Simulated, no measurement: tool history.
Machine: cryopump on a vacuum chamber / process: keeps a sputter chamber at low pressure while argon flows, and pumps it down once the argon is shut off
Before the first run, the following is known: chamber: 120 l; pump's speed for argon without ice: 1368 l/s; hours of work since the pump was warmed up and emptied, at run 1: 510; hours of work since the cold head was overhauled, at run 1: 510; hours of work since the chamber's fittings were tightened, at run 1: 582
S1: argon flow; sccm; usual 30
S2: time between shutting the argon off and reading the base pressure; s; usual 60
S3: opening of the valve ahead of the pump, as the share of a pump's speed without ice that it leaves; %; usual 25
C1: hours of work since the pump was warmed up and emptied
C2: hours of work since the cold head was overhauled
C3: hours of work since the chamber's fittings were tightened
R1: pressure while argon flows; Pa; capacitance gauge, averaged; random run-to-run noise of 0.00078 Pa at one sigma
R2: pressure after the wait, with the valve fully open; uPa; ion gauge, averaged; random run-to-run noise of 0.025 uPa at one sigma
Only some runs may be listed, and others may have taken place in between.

run     day  S1   S2  S3   C1   C2   C3      R1    R2
  1       0  30   60  25  510  510  582  0.1525  1.59
  2     0.5  30   60  25  518  518  590  0.1525  1.55
  3    1.15  30   60  25  529  529  601  0.1521   1.6
  4   1.933  30   60  25  541  541  614  0.1511   1.6
  5    2.55  30   60  25  551  551  624  0.1509  1.66
  6   3.062  41   60  25  560  560  632  0.2086  1.61
  7   3.833  30   60  36  572  572  645  0.1075  1.63
  8   4.329  30   35  25  580  580  653  0.1524  2.22
  9   4.829  30   35  25  589  589  661  0.1531  2.17
 10   5.767  30   35  25  604  604  676  0.1521  2.17
 11   6.667  30   60  25  619  619  691  0.1518  1.66
 12   7.121  30   60  25  626  626  698  0.1524   1.7
 13   7.546  30   60  25  633  633  705  0.1533   1.7
 14   8.433  30   60  25  647  647  720  0.1532  1.71
 15   9.129  30   42  25  659  659  731  0.1536  2.09
 16   9.667  30  116  25  668  668  740  0.1526  1.36
 17  10.075  30  116  25  674  674  746  0.1519  1.44
 18    10.8  30  297  25  686  686  758  0.1539   1.2
 19  11.721  30  297  25  701  701  773  0.1536  1.17
 20  12.425  47  108  25  713  713  785  0.2403  1.43
 21    13.4  35   80  25  728  728  801  0.1797  1.62
 22  14.183  43   33  22  741  741  813  0.2504  2.38
 23  14.933  17   57  25  753  753  826  0.0875  1.85
 24  15.525  30   60  45  763  763  835  0.0874  1.87
 25  16.317  30   60  45  776  776  848  0.0876  1.83
 26  17.104  22   60  45  789  789  861  0.0648  1.88
 27  18.004  40  115  45  804  804  876  0.1182  1.52
 28  18.612  40  115  45  814  814  886  0.1186   1.5
 29  19.279  13  193  46  824  824  897  0.0372  1.49
 30  19.733  29   58  46  832  832  904  0.0843  1.91
 31  20.471  41  109  46  844  844  916  0.1176   1.6
 32   21.05  41  109  46  853  853  926  0.1188  1.55
 33  21.875  41  109  46  867  867  939  0.1191  1.61
 34  22.533  41  109  46  878  878  950  0.1192  1.69
 35  23.479  24  109  51  893  893  965  0.0637   1.7

Measured minus without-hidden-state, run by run (identical run-to-run variation in each term; gauge scatter may differ):
Hidden conditions of the tool in this case: pump's speed, % of a pump's without ice; cold plate's temperature, K; leak into the chamber, uPa l/s; drift of the gauge itself on working_pa, %; drift of the gauge itself on base_upa, %.
run       R1     R2
  1  +0.0037  +0.61
  2  +0.0037  +0.62
  3  +0.0039  +0.63
  4  +0.0039  +0.64
  5   +0.004  +0.66
  6  +0.0056  +0.65
  7  +0.0042  +0.67
  8  +0.0043  +0.69
  9  +0.0043   +0.7
 10  +0.0044   +0.7
 11  +0.0045  +0.72
 12  +0.0046  +0.75
 13  +0.0046  +0.75
 14  +0.0047  +0.75
 15  +0.0048  +0.79
 16  +0.0049  +0.77
 17  +0.0049  +0.81
 18   +0.005  +0.81
 19  +0.0051   +0.8
 20  +0.0082  +0.82
 21  +0.0063  +0.85
 22  +0.0079  +0.86
 23  +0.0031  +0.86
 24  +0.0056   +0.9
 25  +0.0057   +0.9
 26  +0.0043  +0.92
 27   +0.008  +0.94
 28   +0.008  +0.92
 29  +0.0027  +0.98
 30   +0.006  +0.96
 31  +0.0086  +0.98
 32  +0.0087  +0.97
 33  +0.0089  +1.02
 34   +0.009  +1.05
 35  +0.0054  +1.05
